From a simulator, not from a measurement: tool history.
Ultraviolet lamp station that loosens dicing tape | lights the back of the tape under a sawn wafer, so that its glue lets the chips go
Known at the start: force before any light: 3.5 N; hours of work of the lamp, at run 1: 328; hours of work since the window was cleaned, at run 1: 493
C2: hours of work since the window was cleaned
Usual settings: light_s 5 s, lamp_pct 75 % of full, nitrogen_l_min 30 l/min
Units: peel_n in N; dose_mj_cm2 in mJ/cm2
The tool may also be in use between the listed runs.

run 1 day=0.000 | light_s=5 lamp_pct=75 nitrogen_l_min=30 | hours_of_work_of_the_lamp=328 C2=493 | peel_n=0.289 dose_mj_cm2=317
-- day=0.417 window cleaned of glue's vapour
run 2 day=0.754 | light_s=5 lamp_pct=75 nitrogen_l_min=30 | hours_of_work_of_the_lamp=335 C2=3 | peel_n=0.315 dose_mj_cm2=298
run 3 day=1.283 | light_s=5 lamp_pct=75 nitrogen_l_min=32 | hours_of_work_of_the_lamp=341 C2=9 | peel_n=0.310 dose_mj_cm2=301
run 4 day=1.838 | light_s=6 lamp_pct=75 nitrogen_l_min=30 | hours_of_work_of_the_lamp=347 C2=15 | peel_n=0.235 dose_mj_cm2=361
run 5 day=2.525 | light_s=6 lamp_pct=75 nitrogen_l_min=30 | hours_of_work_of_the_lamp=354 C2=22 | peel_n=0.227 dose_mj_cm2=357
run 6 day=3.000 | light_s=6 lamp_pct=75 nitrogen_l_min=30 | hours_of_work_of_the_lamp=358 C2=26 | peel_n=0.225 dose_mj_cm2=354
run 7 day=3.562 | light_s=6 lamp_pct=75 nitrogen_l_min=30 | hours_of_work_of_the_lamp=364 C2=32 | peel_n=0.228 dose_mj_cm2=356
-- day=4.325 window cleaned of glue's vapour, once more
run 8 day=4.442 | light_s=6 lamp_pct=75 nitrogen_l_min=13 | hours_of_work_of_the_lamp=373 C2=1 | peel_n=0.279 dose_mj_cm2=425
run 9 day=4.904 | light_s=5 lamp_pct=82 nitrogen_l_min=30 | hours_of_work_of_the_lamp=378 C2=6 | peel_n=0.193 dose_mj_cm2=385
run 10 day=5.842 | light_s=5 lamp_pct=82 nitrogen_l_min=30 | hours_of_work_of_the_lamp=387 C2=15 | peel_n=0.194 dose_mj_cm2=381
run 11 day=6.367 | light_s=5 lamp_pct=82 nitrogen_l_min=30 | hours_of_work_of_the_lamp=393 C2=21 | peel_n=0.199 dose_mj_cm2=387
run 12 day=7.333 | light_s=5 lamp_pct=89 nitrogen_l_min=14 | hours_of_work_of_the_lamp=402 C2=31 | peel_n=0.287 dose_mj_cm2=410
run 13 day=8.012 | light_s=5 lamp_pct=89 nitrogen_l_min=14 | hours_of_work_of_the_lamp=409 C2=38 | peel_n=0.300 dose_mj_cm2=408
run 14 day=8.979 | light_s=2 lamp_pct=75 nitrogen_l_min=30 | hours_of_work_of_the_lamp=419 C2=48 | peel_n=1.078 dose_mj_cm2=138
run 15 day=9.921 | light_s=4 lamp_pct=78 nitrogen_l_min=30 | hours_of_work_of_the_lamp=429 C2=57 | peel_n=0.369 dose_mj_cm2=282
run 16 day=10.392 | light_s=5 lamp_pct=70 nitrogen_l_min=30 | hours_of_work_of_the_lamp=434 C2=62 | peel_n=0.291 dose_mj_cm2=319
run 17 day=10.958 | light_s=5 lamp_pct=70 nitrogen_l_min=30 | hours_of_work_of_the_lamp=440 C2=68 | peel_n=0.281 dose_mj_cm2=317

4 ways to go on from here, each from the tool as it stands after run 17. What would each give?
run A day=11.450 | light_s=2 lamp_pct=70 nitrogen_l_min=17 | hours_of_work_of_the_lamp=445 C2=73 | peel_n=? dose_mj_cm2=?
run B day=11.450 | light_s=6 lamp_pct=79 nitrogen_l_min=48 | hours_of_work_of_the_lamp=445 C2=73 | peel_n=? dose_mj_cm2=?
run C day=11.450 | light_s=5 lamp_pct=67 nitrogen_l_min=32 | hours_of_work_of_the_lamp=445 C2=73 | peel_n=? dose_mj_cm2=?
run D day=11.450 | light_s=5 lamp_pct=65 nitrogen_l_min=23 | hours_of_work_of_the_lamp=445 C2=73 | peel_n=? dose_mj_cm2=?

run=A peel_n=1.404 dose_mj_cm2=127
run=B peel_n=0.136 dose_mj_cm2=429
run=C peel_n=0.295 dose_mj_cm2=303
run=D peel_n=0.405 dose_mj_cm2=295
Without the tool's hidden state the same runs would have given:
run=A peel_n=1.204 dose_mj_cm2=149
run=B peel_n=0.113 dose_mj_cm2=505
run=C peel_n=0.213 dose_mj_cm2=356
run=D peel_n=0.299 dose_mj_cm2=348

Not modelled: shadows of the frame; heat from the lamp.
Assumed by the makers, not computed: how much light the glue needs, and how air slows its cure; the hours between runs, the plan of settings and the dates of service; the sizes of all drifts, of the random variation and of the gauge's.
